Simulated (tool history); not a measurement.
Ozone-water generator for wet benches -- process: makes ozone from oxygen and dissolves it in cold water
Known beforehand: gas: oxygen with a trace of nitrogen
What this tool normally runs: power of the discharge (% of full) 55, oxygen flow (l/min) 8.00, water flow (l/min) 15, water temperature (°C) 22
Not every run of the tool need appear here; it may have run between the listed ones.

run    hour  power of the discharge (% of full)  oxygen flow (l/min)  water flow (l/min)  water temperature (°C)  dissolved ozone (ppm)  ozone in the gas ahead of the water (g/m3)
  1     0.0                                  55                 8.00                  15                      22                   30.9                                       197.4
  2   141.8                                  55                 8.69                  15                      22                   30.8                                       188.1
      153.9  -- water thermometer calibrated
  3   237.2                                  55                 8.69                  15                      22                   30.8                                       187.0
  4   332.0                                  55                 8.69                  15                      22                   30.7                                       187.4
  5   425.2                                  55                 9.75                  15                      22                   30.2                                       178.8
  6   552.3                                  55                 9.75                  15                      22                   30.8                                       180.1
  7   654.2                                  55                 9.75                  15                      22                   30.6                                       178.5
  8   796.3                                  55                 9.75                  15                      22                   30.3                                       177.8
  9   869.1                                  55                 8.00                  15                      22                   31.1                                       193.7
 10  1008.9                                  55                 8.00                  15                      22                   30.9                                       191.4
 11  1074.6                                  55                 8.00                  15                      22                   30.5                                       192.4
 12  1194.5                                  55                 6.95                  15                      22                   30.9                                       202.1
 13  1255.0                                  47                 6.95                  15                      26                   26.2                                       183.1
     1266.7  -- gauge calibrated
     1270.7  -- contactor cleaned
 14  1332.0                                  47                 6.95                  15                      26                   26.1                                       187.3
 15  1474.2                                  41                 9.11                  15                      14                   30.2                                       154.5
 16  1567.1                                  54                 8.00                  23                      21                   23.3                                       191.1
 17  1654.9                                  79                 8.00                  23                      25                   27.3                                       238.9
 18  1733.7                                  79                13.58                  23                      25                   26.9                                       191.8

For run 19, what comes out?
 19  1812.2                                  42                12.09                  15                      23                      ?                                           ?

dissolved ozone (ppm): 25.0
ozone in the gas ahead of the water (g/m3): 139.2
The same run, on a tool lacking any hidden state, would have yielded dissolved ozone (ppm) 25.0, ozone in the gas ahead of the water (g/m3) 141.0.

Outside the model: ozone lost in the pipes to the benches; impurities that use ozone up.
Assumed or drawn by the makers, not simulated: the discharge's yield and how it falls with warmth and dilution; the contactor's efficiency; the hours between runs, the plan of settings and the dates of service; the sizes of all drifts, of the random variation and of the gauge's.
